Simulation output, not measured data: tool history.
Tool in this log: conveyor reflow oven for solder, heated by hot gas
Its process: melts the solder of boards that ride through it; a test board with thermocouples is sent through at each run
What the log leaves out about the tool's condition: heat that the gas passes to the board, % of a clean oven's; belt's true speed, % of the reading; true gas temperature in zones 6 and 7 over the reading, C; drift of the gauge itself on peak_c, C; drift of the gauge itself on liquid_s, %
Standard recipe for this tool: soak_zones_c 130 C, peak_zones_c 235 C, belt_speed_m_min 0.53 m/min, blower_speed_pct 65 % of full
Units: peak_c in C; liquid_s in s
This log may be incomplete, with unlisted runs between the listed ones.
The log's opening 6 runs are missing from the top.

run	hour	soak_zones_c	peak_zones_c	belt_speed_m_min	blower_speed_pct	hours of work since the flux was cleaned out	hours of work since the belt drive was overhauled	hours of work since the thermocouples were changed	peak_c	liquid_s
7	50.3	134	238	0.53	65	331	395	125	216.6	48.5
8	60.2	130	235	0.53	65	338	402	133	212.6	44.5
9	65.6	130	235	0.53	65	342	406	136	213.1	43.7
# hour 71.7: flux residue cleaned out of gas plates and filters
10	77.9	130	235	0.53	65	5	411	142	212.5	44
11	87.9	120	235	0.53	65	12	419	149	210.2	39
12	97.8	139	235	0.53	65	19	426	156	214.3	48.2
13	106.9	139	240	0.53	65	25	432	163	218.5	51.7
14	112.1	139	240	0.53	65	29	436	166	218.8	51.3
15	118	130	235	0.427	65	34	440	171	219.7	62.8
16	124.2	143	235	0.53	53	38	445	175	210.9	46.6
17	133.9	143	235	0.53	53	45	452	182	211.1	47.1
# hour 144.3: flux residue cleaned out of gas plates and filters, once more
18	151.1	145	235	0.53	53	5	461	191	213.2	50
19	160.8	145	235	0.53	53	12	468	198	213.9	50.4
20	169.5	118	235	0.639	53	18	474	204	198.6	20.8
21	175.8	118	244	0.639	79	23	478	209	216.6	36.6
22	186	130	224	0.583	65	30	486	216	202.5	30.8
23	197.2	130	224	0.583	65	38	494	224	202.3	30.8
24	209.2	130	224	0.583	65	47	503	233	202.2	30.9
25	217.8	133	247	0.441	59	53	509	239	230.3	68.3
26	230	130	246	0.53	75	62	518	248	227.4	54.7
27	236.2	130	246	0.53	75	66	522	253	227.5	54.5
28	244.8	130	246	0.5	68	73	528	259	227.4	58.1

Run 29 comes next. What will it give?
29	253.9	136	244	0.5	68	79	535	265	?	?

{"run 29": {"peak_c": 226.8, "liquid_s": 59.3}}
Had the tool carried no hidden state, the very same run would have given peak_c 226.4 C, liquid_s 58.7 s.

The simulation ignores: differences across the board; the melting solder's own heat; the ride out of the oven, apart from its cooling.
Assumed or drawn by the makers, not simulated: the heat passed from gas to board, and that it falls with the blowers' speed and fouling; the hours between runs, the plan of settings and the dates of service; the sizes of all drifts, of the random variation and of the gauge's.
